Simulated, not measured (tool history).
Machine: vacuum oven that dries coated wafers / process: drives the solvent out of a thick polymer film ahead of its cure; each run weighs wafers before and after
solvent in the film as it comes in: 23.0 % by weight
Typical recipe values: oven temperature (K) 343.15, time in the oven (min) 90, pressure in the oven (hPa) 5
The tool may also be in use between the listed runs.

run	hour	oven temperature (K)	time in the oven (min)	pressure in the oven (hPa)	solvent left in the film (%)
1	0	343.15	90	5	3.14
2	50.7	343.15	46	5	7.34
3	72.2	343.15	90	5	3.16
4	123.7	343.15	90	5	3.21
5	156.5	343.15	94	5	3.02
6	207.2	343.15	94	5	2.96
7	246.3	343.15	94	5	2.98
8	277.2	343.15	90	5	3.27
9	318.1	343.15	90	5	3.24
10	344.9	343.15	90	5	3.26
11	388.4	343.15	90	3.36	3.2
12	439.7	343.15	90	2.71	3.1
13	469	343.15	90	3.26	3.12
14	509.1	343.15	90	5	3.4
15	538.2	343.15	53	5	6.57
16	566.4	332.15	90	5	8.1
17	594.3	332.15	90	5	8.12
18	632.2	343.15	90	10.71	4.08
19	676.3	343.15	90	10.71	4.02
20	707.7	343.15	90	10.71	3.98
21	736.6	343.15	145	5	1.69
22	779.7	343.15	90	5	3.48
23	824	343.15	90	16.29	4.61
24	854.3	343.15	90	16.29	4.67
# hour 866.4: oven's thermocouples calibrated
25	889.6	343.15	90	16.29	4.41
26	926.8	342.15	160	7.2	1.71
27	950	333.15	121	7.03	5.79
28	978.9	333.15	121	7.03	5.89
29	1017.3	332.15	90	12.68	9.03
30	1058.4	343.15	52	3.84	6.43
31	1083.2	349.15	94	5	1.58
32	1132.1	347.15	141	5	1.1
33	1153.3	347.15	141	5	0.99
34	1198.9	347.15	141	5	1
35	1246.4	355.15	90	5	0.83
36	1290.4	355.15	90	5	0.8
37	1339.2	355.15	90	5.56	0.93
38	1388.8	343.15	50	2.56	6.85
39	1412.2	347.15	90	18.59	3.46
40	1438.9	333.15	90	18.2	9.37
41	1484.2	341.15	74	13.85	6.2
42	1535.5	343.15	159	5	1.49
43	1580.5	343.15	159	5	1.66
44	1604.3	336.15	84	14.73	8.07
45	1642.2	353.15	69	5	1.85
46	1670.6	343.15	90	5.88	3.72
47	1714.9	353.15	64	5	2.07

Consider 4 possible next runs. They are alternatives, not a sequence: every one starts from the tool as it was left by run 47. What does each give?
A	1748	343.15	76	11.07	?
B	1748	353.15	64	2.92	?
C	1748	343.15	61	13.13	?
D	1748	357.15	64	2.82	?

run	solvent left in the film (%)
A	5.2
B	1.96
C	6.6
D	1.15
The same runs, with their run-to-run variation unchanged, on a tool lacking any hidden condition would have given:
run	solvent left in the film (%)
A	4.53
B	1.52
C	5.93
D	0.8
